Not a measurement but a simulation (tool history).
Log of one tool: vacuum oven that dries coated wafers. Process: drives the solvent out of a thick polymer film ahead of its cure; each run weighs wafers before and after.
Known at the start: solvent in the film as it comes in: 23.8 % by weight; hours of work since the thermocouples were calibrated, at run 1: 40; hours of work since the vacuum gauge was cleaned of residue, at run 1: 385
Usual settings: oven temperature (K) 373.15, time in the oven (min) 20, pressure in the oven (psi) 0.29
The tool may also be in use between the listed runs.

| run | hour | oven temperature (K) | time in the oven (min) | pressure in the oven (psi) | hours of work since the thermocouples were calibrated | hours of work since the vacuum gauge was cleaned of residue | solvent left in the film (%) |
|---|---|---|---|---|---|---|---|
| 1 | 0 | 373.15 | 20 | 0.29 | 40 | 385 | 2.56 |
| 2 | 20 | 373.15 | 20 | 0.29 | 54 | 399 | 2.41 |
| 3 | 41.6 | 373.15 | 20 | 0.29 | 69 | 414 | 2.58 |
| 4 | 56.9 | 373.15 | 20 | 0.29 | 79 | 424 | 2.55 |
| 5 | 72.9 | 373.15 | 20 | 0.29 | 90 | 435 | 2.53 |
| 6 | 94 | 369.15 | 20 | 0.29 | 105 | 450 | 3.81 |
| 7 | 105.2 | 378.15 | 20 | 0.338 | 113 | 458 | 1.45 |
| 8 | 127.9 | 382.15 | 32 | 0.278 | 128 | 473 | 0.39 |
| 9 | 149.7 | 371.15 | 16 | 0.737 | 143 | 488 | 5.23 |
| 10 | 171.1 | 385.15 | 14 | 0.168 | 158 | 503 | 1.1 |
| 11 | 186.7 | 371.15 | 16 | 0.29 | 169 | 514 | 4.32 |
| 12 | 204.9 | 387.15 | 16 | 0.322 | 181 | 526 | 0.78 |

5 ways to go on from here, each from the tool as it stands after run 12. What would each give?
| A | 221.6 | 359.15 | 29 | 0.988 | 193 | 538 | ? |
| B | 221.6 | 360.15 | 27 | 0.29 | 193 | 538 | ? |
| C | 221.6 | 361.15 | 19 | 0.29 | 193 | 538 | ? |
| D | 221.6 | 385.15 | 27 | 0.29 | 193 | 538 | ? |
| E | 221.6 | 365.15 | 15 | 0.162 | 193 | 538 | ? |

| run | solvent left in the film (%) |
|---|---|
| A | 7.46 |
| B | 5.56 |
| C | 7.58 |
| D | 0.41 |
| E | 7.15 |
Without the tool's hidden state the same runs would have given:
| run | solvent left in the film (%) |
|---|---|
| A | 7.45 |
| B | 5.55 |
| C | 7.58 |
| D | 0.41 |
| E | 7.14 |

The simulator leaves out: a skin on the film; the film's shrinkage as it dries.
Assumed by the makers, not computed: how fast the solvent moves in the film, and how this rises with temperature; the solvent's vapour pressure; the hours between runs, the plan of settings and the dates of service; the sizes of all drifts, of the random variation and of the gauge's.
